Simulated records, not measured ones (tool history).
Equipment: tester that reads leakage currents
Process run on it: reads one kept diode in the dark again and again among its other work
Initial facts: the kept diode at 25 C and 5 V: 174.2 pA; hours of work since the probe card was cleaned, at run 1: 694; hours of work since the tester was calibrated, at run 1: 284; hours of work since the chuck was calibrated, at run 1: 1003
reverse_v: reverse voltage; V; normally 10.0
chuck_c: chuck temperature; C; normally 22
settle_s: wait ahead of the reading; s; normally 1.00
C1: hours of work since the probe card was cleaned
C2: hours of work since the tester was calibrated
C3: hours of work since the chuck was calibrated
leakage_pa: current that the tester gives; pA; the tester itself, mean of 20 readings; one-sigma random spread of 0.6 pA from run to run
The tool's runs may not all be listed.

Run 1, hour 0.0: usual settings; C1 694; C2 284; C3 1003. Result: leakage_pa 229.60 pA.
Run 2, hour 28.1: usual settings; C1 710; C2 300; C3 1020. Result: leakage_pa 229.95 pA.
Run 3, hour 69.9: usual settings; C1 734; C2 324; C3 1044. Result: leakage_pa 231.07 pA.
Run 4, hour 111.8: usual settings but chuck_c 26 C; C1 758; C2 348; C3 1068. Result: leakage_pa 324.78 pA.
Run 5, hour 152.7: usual settings; C1 781; C2 372; C3 1091. Result: leakage_pa 231.75 pA.
Run 6, hour 180.7: usual settings; C1 797; C2 388; C3 1107. Result: leakage_pa 233.51 pA.
Run 7, hour 221.4: usual settings; C1 821; C2 411; C3 1131. Result: leakage_pa 232.73 pA.
Run 8, hour 257.1: usual settings; C1 841; C2 432; C3 1151. Result: leakage_pa 233.04 pA.
Run 9, hour 299.5: usual settings but reverse_v 2.4 V; C1 866; C2 456; C3 1176. Result: leakage_pa 104.61 pA.
Run 10, hour 326.8: usual settings but reverse_v 2.4 V; C1 881; C2 472; C3 1191. Result: leakage_pa 105.35 pA.
Run 11, hour 354.1: usual settings but reverse_v 2.4 V; C1 897; C2 488; C3 1207. Result: leakage_pa 104.83 pA.
Run 12, hour 377.9: usual settings but reverse_v 2.4 V; C1 911; C2 501; C3 1221. Result: leakage_pa 105.01 pA.
Run 13, hour 406.5: usual settings but reverse_v 2.4 V; C1 927; C2 518; C3 1237. Result: leakage_pa 105.56 pA.
Run 14, hour 428.7: usual settings but reverse_v 2.4 V; C1 940; C2 531; C3 1250. Result: leakage_pa 105.60 pA.
Run 15, hour 464.1: usual settings but reverse_v 2.4 V; C1 960; C2 551; C3 1270. Result: leakage_pa 105.48 pA.
Run 16, hour 487.5: usual settings but reverse_v 2.4 V; C1 974; C2 564; C3 1284. Result: leakage_pa 105.91 pA.
Run 17, hour 511.8: usual settings but reverse_v 2.4 V, chuck_c 50 C; C1 988; C2 578; C3 1298. Result: leakage_pa 941.23 pA.
Run 18, hour 537.1: usual settings but chuck_c 24 C; C1 1002; C2 593; C3 1312. Result: leakage_pa 280.86 pA.
Run 19, hour 573.9: usual settings; C1 1023; C2 614; C3 1333. Result: leakage_pa 239.06 pA.
Run 20, hour 606.6: usual settings; C1 1042; C2 633; C3 1352. Result: leakage_pa 239.91 pA.
Run 21, hour 627.0: usual settings; C1 1054; C2 645; C3 1364. Result: leakage_pa 239.49 pA.
Run 22, hour 648.4: usual settings but reverse_v 3.9 V, chuck_c 30 C, settle_s 9.24 s; C1 1066; C2 657; C3 1376. Result: leakage_pa 272.15 pA.
Run 23, hour 680.9: usual settings but reverse_v 2.3 V, chuck_c 30 C, settle_s 5.52 s; C1 1085; C2 675; C3 1395. Result: leakage_pa 203.36 pA.
Run 24, hour 707.6: usual settings but chuck_c 48 C, settle_s 0.58 s; C1 1100; C2 691; C3 1410. Result: leakage_pa 1837.78 pA.
Run 25, hour 746.3: usual settings but chuck_c 48 C, settle_s 0.58 s; C1 1122; C2 713; C3 1432. Result: leakage_pa 1840.67 pA.
Run 26, hour 769.6: usual settings; C1 1136; C2 726; C3 1446. Result: leakage_pa 241.36 pA.
Run 27, hour 792.5: usual settings but reverse_v 1.4 V, chuck_c 30 C, settle_s 2.35 s; C1 1149; C2 740; C3 1459. Result: leakage_pa 154.96 pA.
At hour 798.4: chuck's temperature calibrated.
Run 28, hour 826.9: usual settings but reverse_v 2.7 V, settle_s 0.69 s; C1 1168; C2 758; C3 16. Result: leakage_pa 122.07 pA.
Run 29, hour 868.0: usual settings but reverse_v 5.8 V, settle_s 0.69 s; C1 1191; C2 782; C3 40. Result: leakage_pa 188.97 pA.
Run 30, hour 891.3: usual settings but reverse_v 11.3 V, chuck_c 40 C, settle_s 2.98 s; C1 1205; C2 795; C3 53. Result: leakage_pa 1143.50 pA.
Run 31, hour 917.2: usual settings but reverse_v 11.3 V, chuck_c 40 C, settle_s 2.98 s; C1 1220; C2 810; C3 68. Result: leakage_pa 1147.12 pA.
Run 32, hour 948.3: usual settings but reverse_v 11.3 V, chuck_c 29 C, settle_s 0.46 s; C1 1237; C2 828; C3 86. Result: leakage_pa 492.36 pA.
At hour 957.5: chuck's temperature calibrated, once more.
Run 33, hour 985.8: usual settings but reverse_v 3.6 V, chuck_c 37 C, settle_s 2.13 s; C1 1258; C2 848; C3 16. Result: leakage_pa 389.38 pA.
Run 34, hour 1018.1: usual settings but reverse_v 10.8 V, chuck_c 27 C, settle_s 5.67 s; C1 1276; C2 867; C3 35. Result: leakage_pa 323.29 pA.
Run 35, hour 1050.6: usual settings but reverse_v 10.8 V, chuck_c 27 C, settle_s 5.67 s; C1 1295; C2 886; C3 53. Result: leakage_pa 322.88 pA.
Run 36, hour 1094.6: usual settings but reverse_v 5.0 V, settle_s 1.25 s; C1 1320; C2 911; C3 79. Result: leakage_pa 138.01 pA.
Run 37, hour 1129.0: usual settings but reverse_v 14.1 V, chuck_c 57 C, settle_s 1.25 s; C1 1340; C2 931; C3 99. Result: leakage_pa 3679.31 pA.
Run 38, hour 1161.3: usual settings but reverse_v 2.1 V, chuck_c 56 C, settle_s 0.78 s; C1 1359; C2 949; C3 117. Result: leakage_pa 1183.29 pA.
Run 39, hour 1199.5: usual settings but reverse_v 2.5 V, chuck_c 56 C, settle_s 0.78 s; C1 1381; C2 971; C3 139. Result: leakage_pa 1310.28 pA.
Run 40, hour 1238.3: usual settings but reverse_v 6.5 V, chuck_c 56 C, settle_s 0.78 s; C1 1403; C2 993; C3 161. Result: leakage_pa 2230.45 pA.

Consider 4 possible next runs. They are alternatives, not a sequence: every one starts from the tool as it was left by run 40. What does each give?
Run A, hour 1259.1: usual settings but reverse_v 10.1 V, settle_s 6.98 s; C1 1415; C2 1005; C3 173. Result: leakage_pa ?.
Run B, hour 1259.1: usual settings but chuck_c 32 C; C1 1415; C2 1005; C3 173. Result: leakage_pa ?.
Run C, hour 1259.1: usual settings but reverse_v 17.7 V, settle_s 1.18 s; C1 1415; C2 1005; C3 173. Result: leakage_pa ?.
Run D, hour 1259.1: usual settings but reverse_v 18.4 V, chuck_c 56 C, settle_s 1.32 s; C1 1415; C2 1005; C3 173. Result: leakage_pa ?.

run  leakage_pa
  A      207.61
  B      472.52
  C      288.81
  D     3981.90
Without the tool's unlogged condition, the same runs would have read:
run  leakage_pa
  A      199.66
  B      461.13
  C      276.01
  D     3923.90
